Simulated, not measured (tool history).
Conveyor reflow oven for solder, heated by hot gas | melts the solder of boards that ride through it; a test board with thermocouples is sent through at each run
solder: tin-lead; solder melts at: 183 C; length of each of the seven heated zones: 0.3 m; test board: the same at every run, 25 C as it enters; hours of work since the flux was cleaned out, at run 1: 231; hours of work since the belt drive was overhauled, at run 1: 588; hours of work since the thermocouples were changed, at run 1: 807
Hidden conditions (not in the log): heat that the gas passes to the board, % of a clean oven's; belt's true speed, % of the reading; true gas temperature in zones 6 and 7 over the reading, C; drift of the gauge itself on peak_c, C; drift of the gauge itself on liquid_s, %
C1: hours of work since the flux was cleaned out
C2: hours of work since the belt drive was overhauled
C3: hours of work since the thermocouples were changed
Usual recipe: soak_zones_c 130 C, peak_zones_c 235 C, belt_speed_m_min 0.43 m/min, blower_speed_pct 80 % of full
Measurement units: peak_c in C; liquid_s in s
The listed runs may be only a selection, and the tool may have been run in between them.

run 1 hour=0 | soak_zones_c=130 peak_zones_c=235 belt_speed_m_min=0.43 blower_speed_pct=80 | C1=231 C2=588 C3=807 | peak_c=225.2 liquid_s=67.5
run 2 hour=21.8 | soak_zones_c=130 peak_zones_c=235 belt_speed_m_min=0.43 blower_speed_pct=80 | C1=247 C2=605 C3=823 | peak_c=225 liquid_s=67.7
run 3 hour=34.1 | soak_zones_c=130 peak_zones_c=235 belt_speed_m_min=0.43 blower_speed_pct=80 | C1=257 C2=614 C3=833 | peak_c=225.2 liquid_s=67.2
run 4 hour=54.4 | soak_zones_c=130 peak_zones_c=239 belt_speed_m_min=0.43 blower_speed_pct=80 | C1=272 C2=629 C3=848 | peak_c=228.8 liquid_s=69.8
run 5 hour=74.4 | soak_zones_c=130 peak_zones_c=239 belt_speed_m_min=0.43 blower_speed_pct=80 | C1=287 C2=644 C3=863 | peak_c=229.2 liquid_s=69
run 6 hour=94.6 | soak_zones_c=130 peak_zones_c=239 belt_speed_m_min=0.43 blower_speed_pct=80 | C1=302 C2=659 C3=878 | peak_c=227.8 liquid_s=70.3
run 7 hour=106.7 | soak_zones_c=130 peak_zones_c=239 belt_speed_m_min=0.43 blower_speed_pct=80 | C1=311 C2=669 C3=887 | peak_c=228.7 liquid_s=69.7
run 8 hour=120.1 | soak_zones_c=130 peak_zones_c=239 belt_speed_m_min=0.43 blower_speed_pct=86 | C1=321 C2=679 C3=897 | peak_c=229.4 liquid_s=70.8
run 9 hour=132.4 | soak_zones_c=130 peak_zones_c=239 belt_speed_m_min=0.43 blower_speed_pct=86 | C1=331 C2=688 C3=907 | peak_c=229.8 liquid_s=71.1
run 10 hour=148 | soak_zones_c=130 peak_zones_c=239 belt_speed_m_min=0.43 blower_speed_pct=86 | C1=342 C2=700 C3=918 | peak_c=229.2 liquid_s=70.6
run 11 hour=172.1 | soak_zones_c=130 peak_zones_c=239 belt_speed_m_min=0.43 blower_speed_pct=86 | C1=360 C2=718 C3=936 | peak_c=229.8 liquid_s=70.8
-- hour=193.2 flux residue cleaned out of gas plates and filters
run 12 hour=199.7 | soak_zones_c=130 peak_zones_c=239 belt_speed_m_min=0.43 blower_speed_pct=86 | C1=5 C2=735 C3=953 | peak_c=229.9 liquid_s=70.8
run 13 hour=212.3 | soak_zones_c=130 peak_zones_c=235 belt_speed_m_min=0.43 blower_speed_pct=67 | C1=14 C2=744 C3=963 | peak_c=221.6 liquid_s=64.6
run 14 hour=224.8 | soak_zones_c=130 peak_zones_c=235 belt_speed_m_min=0.43 blower_speed_pct=67 | C1=24 C2=753 C3=972 | peak_c=222.3 liquid_s=64.4
run 15 hour=244.7 | soak_zones_c=121 peak_zones_c=244 belt_speed_m_min=0.376 blower_speed_pct=71 | C1=39 C2=768 C3=987 | peak_c=234 liquid_s=79.9
run 16 hour=260.2 | soak_zones_c=141 peak_zones_c=235 belt_speed_m_min=0.482 blower_speed_pct=80 | C1=50 C2=780 C3=999 | peak_c=223.3 liquid_s=61.9
run 17 hour=283.2 | soak_zones_c=122 peak_zones_c=235 belt_speed_m_min=0.43 blower_speed_pct=80 | C1=68 C2=797 C3=1016 | peak_c=224 liquid_s=64.5
run 18 hour=301.8 | soak_zones_c=122 peak_zones_c=235 belt_speed_m_min=0.43 blower_speed_pct=80 | C1=82 C2=811 C3=1030 | peak_c=224.2 liquid_s=64.2
run 19 hour=317.8 | soak_zones_c=122 peak_zones_c=235 belt_speed_m_min=0.43 blower_speed_pct=80 | C1=94 C2=823 C3=1042 | peak_c=224 liquid_s=63.9
run 20 hour=332.9 | soak_zones_c=122 peak_zones_c=235 belt_speed_m_min=0.43 blower_speed_pct=80 | C1=105 C2=835 C3=1053 | peak_c=223.9 liquid_s=64.4
run 21 hour=347 | soak_zones_c=123 peak_zones_c=235 belt_speed_m_min=0.43 blower_speed_pct=89 | C1=116 C2=845 C3=1064 | peak_c=226.6 liquid_s=66.1
run 22 hour=361.8 | soak_zones_c=120 peak_zones_c=224 belt_speed_m_min=0.482 blower_speed_pct=61 | C1=127 C2=856 C3=1075 | peak_c=205.1 liquid_s=38.2
run 23 hour=377.2 | soak_zones_c=120 peak_zones_c=224 belt_speed_m_min=0.482 blower_speed_pct=61 | C1=138 C2=868 C3=1087 | peak_c=205.1 liquid_s=38.8
run 24 hour=400.3 | soak_zones_c=119 peak_zones_c=235 belt_speed_m_min=0.437 blower_speed_pct=86 | C1=156 C2=885 C3=1104 | peak_c=224.9 liquid_s=62.7
run 25 hour=413.7 | soak_zones_c=119 peak_zones_c=235 belt_speed_m_min=0.437 blower_speed_pct=86 | C1=166 C2=895 C3=1114 | peak_c=224.9 liquid_s=63
run 26 hour=425.1 | soak_zones_c=119 peak_zones_c=235 belt_speed_m_min=0.437 blower_speed_pct=86 | C1=174 C2=904 C3=1123 | peak_c=225.1 liquid_s=63.6

What if the next run were any one of these 4? Each begins from the tool's condition after run 26:
run A hour=439.8 | soak_zones_c=132 peak_zones_c=235 belt_speed_m_min=0.478 blower_speed_pct=86 | C1=185 C2=915 C3=1134 | peak_c=? liquid_s=?
run B hour=439.8 | soak_zones_c=119 peak_zones_c=235 belt_speed_m_min=0.502 blower_speed_pct=51 | C1=185 C2=915 C3=1134 | peak_c=? liquid_s=?
run C hour=439.8 | soak_zones_c=134 peak_zones_c=235 belt_speed_m_min=0.511 blower_speed_pct=80 | C1=185 C2=915 C3=1134 | peak_c=? liquid_s=?
run D hour=439.8 | soak_zones_c=137 peak_zones_c=235 belt_speed_m_min=0.43 blower_speed_pct=80 | C1=185 C2=915 C3=1134 | peak_c=? liquid_s=?

run=A peak_c=223 liquid_s=59.7
run=B peak_c=206.6 liquid_s=37.5
run=C peak_c=221.3 liquid_s=55
run=D peak_c=225.8 liquid_s=69.7
Without the tool's hidden state the same runs would have given:
run=A peak_c=223.2 liquid_s=59.8
run=B peak_c=206.7 liquid_s=37.6
run=C peak_c=221.5 liquid_s=55.1
run=D peak_c=226 liquid_s=69.7
